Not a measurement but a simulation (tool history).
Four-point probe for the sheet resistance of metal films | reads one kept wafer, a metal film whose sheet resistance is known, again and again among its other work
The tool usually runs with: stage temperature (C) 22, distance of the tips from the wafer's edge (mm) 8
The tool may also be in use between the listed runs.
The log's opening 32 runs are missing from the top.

run    hour  stage temperature (C)  distance of the tips from the wafer's edge (mm)  sheet resistance as the instrument gives it (ohm/square)
 33  1563.7                     22                                               65                                                  0.053970
 34  1618.5                     31                                                8                                                  0.053696
 35  1669.4                     27                                                8                                                  0.053900
 36  1734.0                     25                                                5                                                  0.054248
 37  1784.4                     22                                               12                                                  0.054056
 38  1833.0                     25                                               60                                                  0.053814
 39  1871.0                     33                                                4                                                  0.054129
 40  1917.8                     33                                                4                                                  0.054099
 41  1955.4                     22                                                8                                                  0.054150
 42  2023.4                     22                                               12                                                  0.054046
 43  2087.5                     22                                               12                                                  0.054055
 44  2149.2                     31                                               14                                                  0.053541

What if the next run were any one of these 3? Each begins from the tool's condition after run 44:
  A  2177.9                     27                                                7                                                         ?
  B  2177.9                     28                                                6                                                         ?
  C  2177.9                     20                                               14                                                         ?

run  sheet resistance as the instrument gives it (ohm/square)
  A                                                  0.053924
  B                                                  0.053975
  C                                                  0.054147
Stripped of hidden state, with their random variation kept, the same runs would have yielded:
run  sheet resistance as the instrument gives it (ohm/square)
  A                                                  0.053713
  B                                                  0.053764
  C                                                  0.053935
